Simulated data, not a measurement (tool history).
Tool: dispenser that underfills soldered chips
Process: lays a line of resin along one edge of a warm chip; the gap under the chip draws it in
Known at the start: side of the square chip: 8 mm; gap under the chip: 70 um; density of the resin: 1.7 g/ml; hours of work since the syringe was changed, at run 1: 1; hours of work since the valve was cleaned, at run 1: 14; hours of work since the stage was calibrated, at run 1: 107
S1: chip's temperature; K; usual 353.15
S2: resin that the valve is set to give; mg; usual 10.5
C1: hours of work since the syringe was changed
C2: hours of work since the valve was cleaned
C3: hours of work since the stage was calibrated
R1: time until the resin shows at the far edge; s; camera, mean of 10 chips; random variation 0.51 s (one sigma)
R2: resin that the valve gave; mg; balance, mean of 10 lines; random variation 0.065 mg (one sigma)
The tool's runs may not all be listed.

run,day,S1,S2,C1,C2,C3,R1,R2
1,0,353.15,10.5,1,14,107,49.7,10.44
2,0.362,353.15,12.2,8,21,114,87,12.08
# day 0.392: new syringe of resin
3,0.667,353.15,10.5,5,26,120,68.6,10.23
# day 0.879: new syringe of resin
4,0.988,362.15,10.5,2,32,125,37.3,10.31
5,1.333,353.15,12.9,8,38,132,88.4,12.57
# day 1.371: new syringe of resin
6,1.675,353.15,12.9,6,44,138,70.6,12.46
# day 1.846: new syringe of resin
7,1.883,353.15,12.9,1,48,141,45,12.59
8,2.112,353.15,12.9,5,52,146,66.9,12.59
# day 2.321: new syringe of resin
9,2.483,356.15,12.9,3,59,152,49.4,12.26
# day 2.804: new syringe of resin
10,2.838,356.15,12.9,1,65,159,41.9,12.38
11,3.1,356.15,12.9,5,70,163,63.3,12.19
# day 3.275: new syringe of resin
12,3.317,356.15,12.9,1,74,167,40.4,12.32
13,3.471,353.15,10.5,4,77,170,62.4,9.96
14,3.725,353.15,10.5,8,81,175,94,9.8
# day 3.754: new syringe of resin
15,3.925,353.15,10.5,3,85,178,60.6,9.79
16,4.138,348.15,10.5,7,89,182,102.8,9.85
# day 4.233: new syringe of resin
17,4.379,348.15,11.6,3,93,186,68.2,10.94
18,4.675,348.15,11.6,8,98,192,110,10.86
# day 4.712: new syringe of resin
19,4.867,356.15,9.6,3,102,195,53.9,8.89
20,5.075,367.15,10.3,7,106,199,47.8,9.62
# day 5.183: new syringe of resin
21,5.254,367.15,10.3,1,109,202,29.5,9.47

The next listed run, before its measurement:
22,5.454,362.15,13.3,5,112,206,?,?

Run 22 gave R1 46.9 s, R2 12.26 mg.
Without the tool's hidden state the same run would have given R1 28.1 s, R2 13.29 mg.

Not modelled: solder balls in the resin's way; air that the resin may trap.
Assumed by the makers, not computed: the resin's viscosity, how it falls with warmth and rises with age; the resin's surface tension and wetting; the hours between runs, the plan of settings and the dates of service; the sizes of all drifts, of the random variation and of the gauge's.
